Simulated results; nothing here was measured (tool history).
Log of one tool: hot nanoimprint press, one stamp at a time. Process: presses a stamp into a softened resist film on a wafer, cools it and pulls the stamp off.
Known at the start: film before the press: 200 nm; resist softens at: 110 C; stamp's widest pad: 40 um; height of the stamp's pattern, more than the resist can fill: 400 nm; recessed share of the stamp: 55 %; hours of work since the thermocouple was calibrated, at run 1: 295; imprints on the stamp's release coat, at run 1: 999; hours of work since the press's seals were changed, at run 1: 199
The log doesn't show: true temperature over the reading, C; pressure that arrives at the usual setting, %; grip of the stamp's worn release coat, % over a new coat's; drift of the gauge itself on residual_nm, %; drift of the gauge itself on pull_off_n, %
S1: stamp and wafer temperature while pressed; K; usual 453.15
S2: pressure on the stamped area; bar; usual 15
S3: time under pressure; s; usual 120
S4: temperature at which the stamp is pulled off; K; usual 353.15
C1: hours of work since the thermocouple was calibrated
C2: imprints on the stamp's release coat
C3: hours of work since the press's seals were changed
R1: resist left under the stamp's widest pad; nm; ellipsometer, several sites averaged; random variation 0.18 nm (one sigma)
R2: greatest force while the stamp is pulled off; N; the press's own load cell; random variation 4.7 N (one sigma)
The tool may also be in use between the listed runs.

run 1 hour=0 | S1=453.15 S2=15 S3=120 S4=353.15 | C1=295 C2=999 C3=199 | R1=75.8 R2=225
run 2 hour=20.4 | S1=453.15 S2=15 S3=120 S4=350.15 | C1=303 C2=1027 C3=208 | R1=75.8 R2=241
run 3 hour=47.2 | S1=453.15 S2=15 S3=120 S4=353.15 | C1=315 C2=1064 C3=220 | R1=75.8 R2=221
run 4 hour=59.4 | S1=453.15 S2=15 S3=120 S4=353.15 | C1=320 C2=1081 C3=225 | R1=76.3 R2=225
-- hour=66.5 plate thermocouple calibrated
run 5 hour=76.9 | S1=453.15 S2=15 S3=120 S4=353.15 | C1=4 C2=1101 C3=231 | R1=76.3 R2=234
run 6 hour=99.4 | S1=442.15 S2=15 S3=120 S4=353.15 | C1=14 C2=1132 C3=241 | R1=120.9 R2=230
run 7 hour=123.7 | S1=442.15 S2=15 S3=120 S4=353.15 | C1=25 C2=1166 C3=251 | R1=120.8 R2=237
run 8 hour=147.2 | S1=442.15 S2=15 S3=120 S4=353.15 | C1=35 C2=1198 C3=261 | R1=120.7 R2=230
run 9 hour=168.3 | S1=446.15 S2=15 S3=120 S4=353.15 | C1=44 C2=1227 C3=270 | R1=102.6 R2=240
run 10 hour=187.6 | S1=446.15 S2=15 S3=120 S4=353.15 | C1=52 C2=1254 C3=279 | R1=102.3 R2=230
run 11 hour=200.2 | S1=453.15 S2=15 S3=120 S4=353.15 | C1=57 C2=1271 C3=284 | R1=76.3 R2=230
run 12 hour=226.2 | S1=453.15 S2=13.2 S3=120 S4=353.15 | C1=69 C2=1307 C3=295 | R1=81.7 R2=236
run 13 hour=238.8 | S1=453.15 S2=15 S3=120 S4=352.15 | C1=74 C2=1325 C3=301 | R1=75.9 R2=238
run 14 hour=262.2 | S1=453.15 S2=15 S3=120 S4=352.15 | C1=84 C2=1357 C3=311 | R1=76.4 R2=231
run 15 hour=273.7 | S1=453.15 S2=15 S3=120 S4=353.15 | C1=89 C2=1373 C3=316 | R1=76.2 R2=228
run 16 hour=297.8 | S1=453.15 S2=15 S3=120 S4=351.15 | C1=99 C2=1406 C3=326 | R1=76 R2=236
run 17 hour=321.1 | S1=458.15 S2=15 S3=120 S4=353.15 | C1=109 C2=1438 C3=336 | R1=61.7 R2=231
run 18 hour=338.3 | S1=441.15 S2=23.1 S3=108 S4=356.15 | C1=117 C2=1462 C3=344 | R1=106.6 R2=215
run 19 hour=363.2 | S1=459.15 S2=9.6 S3=108 S4=356.15 | C1=128 C2=1496 C3=354 | R1=79.2 R2=220
run 20 hour=375.8 | S1=444.15 S2=19.5 S3=79 S4=356.15 | C1=133 C2=1514 C3=360 | R1=111.7 R2=219
run 21 hour=399.4 | S1=444.15 S2=19.5 S3=79 S4=356.15 | C1=143 C2=1546 C3=370 | R1=111.6 R2=213
run 22 hour=410.9 | S1=458.15 S2=19.5 S3=73 S4=356.15 | C1=148 C2=1562 C3=375 | R1=63.7 R2=214
run 23 hour=430 | S1=458.15 S2=19.5 S3=73 S4=356.15 | C1=156 C2=1589 C3=383 | R1=63.6 R2=224
run 24 hour=454 | S1=458.15 S2=19.5 S3=77 S4=356.15 | C1=167 C2=1622 C3=393 | R1=62 R2=211
run 25 hour=477.9 | S1=444.15 S2=15 S3=200 S4=353.15 | C1=177 C2=1655 C3=404 | R1=95 R2=226
run 26 hour=502.3 | S1=456.15 S2=15.1 S3=125 S4=344.15 | C1=187 C2=1689 C3=414 | R1=65.3 R2=274
run 27 hour=523.2 | S1=456.15 S2=10 S3=86 S4=353.15 | C1=196 C2=1718 C3=423 | R1=94.3 R2=221
run 28 hour=544.9 | S1=453.15 S2=15 S3=120 S4=353.15 | C1=206 C2=1748 C3=432 | R1=76 R2=230
run 29 hour=567.7 | S1=453.15 S2=15 S3=120 S4=353.15 | C1=215 C2=1779 C3=442 | R1=76.2 R2=230
run 30 hour=579.4 | S1=453.15 S2=15 S3=120 S4=360.15 | C1=220 C2=1795 C3=447 | R1=76.1 R2=197
run 31 hour=605.4 | S1=450.15 S2=12.4 S3=120 S4=348.15 | C1=232 C2=1831 C3=458 | R1=95.4 R2=262

Hidden state at the last listed run before each entry between runs and at the first one after, where it differs:
Between runs 4 and 5: plate thermocouple calibrated (hour 66.5)
  true temperature over the reading, C: 0.02 -> 0
